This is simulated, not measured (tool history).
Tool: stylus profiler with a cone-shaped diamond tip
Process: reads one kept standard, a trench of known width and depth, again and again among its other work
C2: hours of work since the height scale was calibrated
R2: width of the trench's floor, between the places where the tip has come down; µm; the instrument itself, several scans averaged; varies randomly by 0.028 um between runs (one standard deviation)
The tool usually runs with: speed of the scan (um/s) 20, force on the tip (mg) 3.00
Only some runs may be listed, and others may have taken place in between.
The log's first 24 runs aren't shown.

{"run": 25, "hour": 331.1, "speed of the scan (um/s)": 24, "force on the tip (mg)": 6.53, "scans with this tip": 2810, "C2": 13, "depth of the trench (Å)": 1031.8, "R2": 28.49}
{"run": 26, "hour": 342.0, "speed of the scan (um/s)": 16, "force on the tip (mg)": 1.58, "scans with this tip": 2885, "C2": 19, "depth of the trench (Å)": 1012.1, "R2": 28.42}
{"run": 27, "hour": 351.3, "speed of the scan (um/s)": 15, "force on the tip (mg)": 2.99, "scans with this tip": 2949, "C2": 23, "depth of the trench (Å)": 1018.6, "R2": 28.43}
{"run": 28, "hour": 366.6, "speed of the scan (um/s)": 15, "force on the tip (mg)": 2.99, "scans with this tip": 3054, "C2": 31, "depth of the trench (Å)": 1018.7, "R2": 28.51}
{"run": 29, "hour": 379.2, "speed of the scan (um/s)": 15, "force on the tip (mg)": 2.99, "scans with this tip": 3141, "C2": 37, "depth of the trench (Å)": 1018.8, "R2": 28.45}
{"run": 30, "hour": 394.7, "speed of the scan (um/s)": 20, "force on the tip (mg)": 2.02, "scans with this tip": 3247, "C2": 44, "depth of the trench (Å)": 1014.6, "R2": 28.43}
{"run": 31, "hour": 411.1, "speed of the scan (um/s)": 10, "force on the tip (mg)": 2.02, "scans with this tip": 3359, "C2": 52, "depth of the trench (Å)": 1014.7, "R2": 28.44}
{"run": 32, "hour": 421.2, "speed of the scan (um/s)": 12, "force on the tip (mg)": 5.98, "scans with this tip": 3429, "C2": 57, "depth of the trench (Å)": 1029.9, "R2": 28.46}
{"run": 33, "hour": 437.3, "speed of the scan (um/s)": 72, "force on the tip (mg)": 4.13, "scans with this tip": 3539, "C2": 65, "depth of the trench (Å)": 1023.4, "R2": 28.31}
{"run": 34, "hour": 445.4, "speed of the scan (um/s)": 54, "force on the tip (mg)": 4.69, "scans with this tip": 3595, "C2": 68, "depth of the trench (Å)": 1025.5, "R2": 28.38}
{"run": 35, "hour": 460.8, "speed of the scan (um/s)": 28, "force on the tip (mg)": 1.57, "scans with this tip": 3701, "C2": 76, "depth of the trench (Å)": 1012.2, "R2": 28.43}
{"run": 36, "hour": 474.2, "speed of the scan (um/s)": 30, "force on the tip (mg)": 7.6, "scans with this tip": 3792, "C2": 82, "depth of the trench (Å)": 1035.8, "R2": 28.42}
{"run": 37, "hour": 484.5, "speed of the scan (um/s)": 24, "force on the tip (mg)": 3.95, "scans with this tip": 3864, "C2": 87, "depth of the trench (Å)": 1022.6, "R2": 28.38}
{"run": 38, "hour": 492.9, "speed of the scan (um/s)": 12, "force on the tip (mg)": 1.81, "scans with this tip": 3921, "C2": 91, "depth of the trench (Å)": 1013.8, "R2": 28.44}
{"run": 39, "hour": 506.9, "speed of the scan (um/s)": 72, "force on the tip (mg)": 5.22, "scans with this tip": 4017, "C2": 98, "depth of the trench (Å)": 1027.2, "R2": 28.31}
{"run": 40, "hour": 524.1, "speed of the scan (um/s)": 72, "force on the tip (mg)": 5.22, "scans with this tip": 4135, "C2": 106, "depth of the trench (Å)": 1027.4, "R2": 28.34}
{"run": 41, "hour": 532.8, "speed of the scan (um/s)": 72, "force on the tip (mg)": 8.54, "scans with this tip": 4195, "C2": 111, "depth of the trench (Å)": 1038.8, "R2": 28.36}
{"run": 42, "hour": 541.2, "speed of the scan (um/s)": 29, "force on the tip (mg)": 7.74, "scans with this tip": 4253, "C2": 115, "depth of the trench (Å)": 1036.1, "R2": 28.39}
{"run": 43, "hour": 553.0, "speed of the scan (um/s)": 10, "force on the tip (mg)": 1.0, "scans with this tip": 4334, "C2": 120, "depth of the trench (Å)": 1009.0, "R2": 28.43}
{"run": 44, "hour": 570.6, "speed of the scan (um/s)": 39, "force on the tip (mg)": 4.76, "scans with this tip": 4454, "C2": 129, "depth of the trench (Å)": 1026.0, "R2": 28.39}
{"run": 45, "hour": 582.7, "speed of the scan (um/s)": 8, "force on the tip (mg)": 2.6, "scans with this tip": 4537, "C2": 134, "depth of the trench (Å)": 1017.7, "R2": 28.46}
{"run": 46, "hour": 590.6, "speed of the scan (um/s)": 15, "force on the tip (mg)": 1.42, "scans with this tip": 4592, "C2": 138, "depth of the trench (Å)": 1011.7, "R2": 28.41}

Forecast each of these 4 alternatives for the next run:
{"run": "A", "hour": 607.8, "speed of the scan (um/s)": 22, "force on the tip (mg)": 5.61, "scans with this tip": 4709, "C2": 147, "depth of the trench (Å)": "?", "R2": "?"}
{"run": "B", "hour": 607.8, "speed of the scan (um/s)": 5, "force on the tip (mg)": 2.67, "scans with this tip": 4709, "C2": 147, "depth of the trench (Å)": "?", "R2": "?"}
{"run": "C", "hour": 607.8, "speed of the scan (um/s)": 79, "force on the tip (mg)": 7.23, "scans with this tip": 4709, "C2": 147, "depth of the trench (Å)": "?", "R2": "?"}
{"run": "D", "hour": 607.8, "speed of the scan (um/s)": 11, "force on the tip (mg)": 2.96, "scans with this tip": 4709, "C2": 147, "depth of the trench (Å)": "?", "R2": "?"}

run=A depth_of_the_trench_(Å)=1029.2 R2=28.38
run=B depth_of_the_trench_(Å)=1017.9 R2=28.41
run=C depth_of_the_trench_(Å)=1034.4 R2=28.28
run=D depth_of_the_trench_(Å)=1019.0 R2=28.39
With the hidden condition removed and each run's random variation left untouched, the same runs would have given:
run=A depth_of_the_trench_(Å)=1029.0 R2=28.53
run=B depth_of_the_trench_(Å)=1017.7 R2=28.57
run=C depth_of_the_trench_(Å)=1034.2 R2=28.43
run=D depth_of_the_trench_(Å)=1018.8 R2=28.55
